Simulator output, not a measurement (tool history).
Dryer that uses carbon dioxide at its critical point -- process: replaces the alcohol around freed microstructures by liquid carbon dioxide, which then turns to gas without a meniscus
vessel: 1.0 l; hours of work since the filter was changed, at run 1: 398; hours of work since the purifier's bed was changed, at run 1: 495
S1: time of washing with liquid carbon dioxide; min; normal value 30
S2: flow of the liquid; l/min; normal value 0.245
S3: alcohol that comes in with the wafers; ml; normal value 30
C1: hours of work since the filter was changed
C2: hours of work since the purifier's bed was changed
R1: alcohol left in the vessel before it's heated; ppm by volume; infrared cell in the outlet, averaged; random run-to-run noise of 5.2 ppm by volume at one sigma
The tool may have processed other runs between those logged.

run,hour,S1,S2,S3,C1,C2,R1
1,0,30,0.245,30,398,495,205
2,16.5,30,0.234,30,410,507,262
3,27.5,30,0.234,40,418,515,346
4,44.5,30,0.301,30,431,528,79
5,57.1,30,0.301,30,440,537,88
6,71,19,0.301,30,450,547,633
7,88.7,19,0.301,30,463,560,641
8,106.3,19,0.301,30,476,573,649
9,124.2,19,0.301,47,489,586,1012
10,139.1,30,0.245,30,499,596,236
11,147.7,30,0.245,30,506,603,249
12,165.1,30,0.245,30,518,615,256
# hour 168.8: inlet filter changed
13,175.9,30,0.245,30,5,623,118
14,192.3,30,0.245,30,17,634,121
15,207.9,30,0.153,30,28,646,928
16,223.5,30,0.245,30,40,657,139
17,231.3,43,0.245,30,46,663,39
18,240.5,43,0.245,30,52,670,40
19,256.9,43,0.162,30,64,682,181
20,269.2,26,0.245,21,73,691,187
21,280.9,30,0.333,30,82,699,43
22,289.5,30,0.333,30,88,705,40
23,297.8,30,0.333,30,94,711,42
24,311.1,30,0.333,30,104,721,36
25,322.7,30,0.333,30,112,730,50
26,334.8,30,0.333,98,121,738,85
27,347.5,30,0.245,100,130,748,437
28,359,46,0.245,25,139,756,35
29,373,46,0.245,25,149,766,39
30,388.2,46,0.245,25,160,777,32
31,396.6,20,0.245,25,166,783,671
32,411.7,20,0.245,25,177,794,678
33,419.5,29,0.152,76,183,800,3039
34,433.5,30,0.158,92,193,810,2853
35,447.4,30,0.158,92,203,820,2987
36,461.7,30,0.158,92,213,831,2960
37,473.8,21,0.183,30,222,840,1878
38,490.2,21,0.183,30,234,852,1869

3 options for the next run, each taken on its own from the tool as it stands now. Forecast them:
A,503.8,25,0.168,112,244,861,?
B,503.8,30,0.245,26,244,861,?
C,503.8,38,0.183,30,244,861,?

run,R1
A,5321
B,158
C,215
Take away the tool's hidden state, keep each run's random variation, and the runs would have read:
run,R1
A,4196
B,89
C,127

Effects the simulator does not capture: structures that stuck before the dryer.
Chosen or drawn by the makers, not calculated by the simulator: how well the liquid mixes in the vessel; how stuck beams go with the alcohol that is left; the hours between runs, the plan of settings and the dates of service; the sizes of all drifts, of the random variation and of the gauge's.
